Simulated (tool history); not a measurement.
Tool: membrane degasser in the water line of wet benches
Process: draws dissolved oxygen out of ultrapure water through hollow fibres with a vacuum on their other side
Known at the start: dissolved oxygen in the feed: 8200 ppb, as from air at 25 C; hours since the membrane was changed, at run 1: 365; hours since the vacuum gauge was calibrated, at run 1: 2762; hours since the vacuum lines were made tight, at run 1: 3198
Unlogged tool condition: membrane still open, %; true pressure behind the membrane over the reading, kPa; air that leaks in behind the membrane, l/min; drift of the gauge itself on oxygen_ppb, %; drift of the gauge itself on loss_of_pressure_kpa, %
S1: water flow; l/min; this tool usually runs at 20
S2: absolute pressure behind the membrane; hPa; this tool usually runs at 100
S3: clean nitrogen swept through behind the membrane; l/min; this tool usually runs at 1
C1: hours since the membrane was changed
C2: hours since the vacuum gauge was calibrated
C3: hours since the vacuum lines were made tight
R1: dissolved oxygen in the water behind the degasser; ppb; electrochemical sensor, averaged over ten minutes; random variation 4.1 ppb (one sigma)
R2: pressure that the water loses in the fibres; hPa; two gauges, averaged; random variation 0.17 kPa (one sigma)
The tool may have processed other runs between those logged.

run   hour  S1   S2    S3   C1    C2    C3     R1     R2
  1      0  20  100     1  365  2762  3198  412.7  285.2
  2   48.2  20  100     1  414  2810  3246  412.3  286.3
  3    116  20  100     1  481  2878  3314  421.8  284.9
  4  180.6  29  100     1  546  2943  3379  614.2  414.4
  5  238.8  29  100     1  604  3001  3437  615.8  411.9
  6  318.2  29  141     1  684  3080  3516  833.2  414.4
  7  380.1  20   66  1.76  746  3142  3578  212.7  286.6
  8  438.5  20   66  1.76  804  3201  3636  217.1  284.2
  9  500.2  20   66  1.76  866  3262  3698  215.7  287.2
 10  581.7  20   66  1.76  947  3344  3780  213.8    284

Subtracting, for every run, the result it would have given without the tool's unlogged condition from the measured result gives the following. The same run-to-run variation enters both numbers; the gauge's scatter may not:
run     R1    R2
  1  +10.1  +0.7
  2  +10.5  +0.8
  3  +11.2    +1
  4  +14.9  +1.6
  5  +15.4  +1.8
  6  +15.8    +2
  7   +8.8  +1.5
  8   +9.4  +1.6
  9   +9.6  +1.8
 10    +10  +1.9
